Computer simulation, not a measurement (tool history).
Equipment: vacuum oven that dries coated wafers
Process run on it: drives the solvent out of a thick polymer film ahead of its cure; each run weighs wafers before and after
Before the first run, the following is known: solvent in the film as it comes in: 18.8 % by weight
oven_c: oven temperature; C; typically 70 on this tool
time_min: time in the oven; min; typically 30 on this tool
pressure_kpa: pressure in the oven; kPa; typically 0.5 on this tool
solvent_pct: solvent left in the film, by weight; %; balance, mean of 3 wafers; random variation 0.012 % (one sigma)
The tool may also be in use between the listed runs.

run   hour  oven_c  time_min  pressure_kpa  solvent_pct
  1      0      70        30           0.5         1.13
  2   24.4      70        30           0.5         1.13
  3   51.2      72        30           0.5         0.82
  4   66.6      70        30         0.895         1.34
  5   88.2      57        30           0.5         5.28
  6  100.2      70        30           0.5         1.13
  7  120.1      63        30           0.5         2.93
  8  132.8      70        30           0.5         1.13
  9  152.7      70        30           0.5         1.11
 10  181.8      63        30           0.5         2.93
 11  199.8      70        30           0.5         1.12
 12  213.4      70        30           0.5         1.13
 13  235.1      70        30           0.5         1.13
 14  248.6      70        30           0.5         1.11
 15    269      70        30           0.5         1.09
 16  285.2      71        30           0.5         0.95
 17  302.1      71        30           0.5         0.95
 18  314.4      71        30           0.5         0.93
 19  330.4      71        30           0.5         0.94
 20  344.6      71        30           0.5         0.97
 21    357      71        30         0.495         0.96
 22    386      71        30         0.495         0.96
 23  410.1      71        30         1.024         1.25
 24  430.4      70        34           0.5         0.86
 25  452.8      60        22         0.501         5.62
 26  480.5      67        30         0.748         1.89
 27  509.1      67        30         0.748         1.89
 28  531.7      76        19         1.333         1.47
 29  551.9      73        52         0.313         0.28
 30  568.7      76        24           0.5         0.68
 31  593.8      70        21         1.224         2.54
 32  621.6      84        17          0.86         0.53
 33  638.9      58        32           0.5         4.45
 34  654.6      76        23         0.587         0.77
 35    681      74        29         0.372         0.61
 36  703.3      64        50         0.685         1.21
 37  719.4      78        30           0.5         0.38
 38  735.4      65        28         0.295         2.34

Run 39 comes next. What will it give?
 39  748.9      84        20         0.325            ?

For run 39 the tool returned solvent_pct 0.24 %.
Were there no unlogged condition in the tool, this run, its random variation unchanged, would have produced solvent_pct 0.2 %.

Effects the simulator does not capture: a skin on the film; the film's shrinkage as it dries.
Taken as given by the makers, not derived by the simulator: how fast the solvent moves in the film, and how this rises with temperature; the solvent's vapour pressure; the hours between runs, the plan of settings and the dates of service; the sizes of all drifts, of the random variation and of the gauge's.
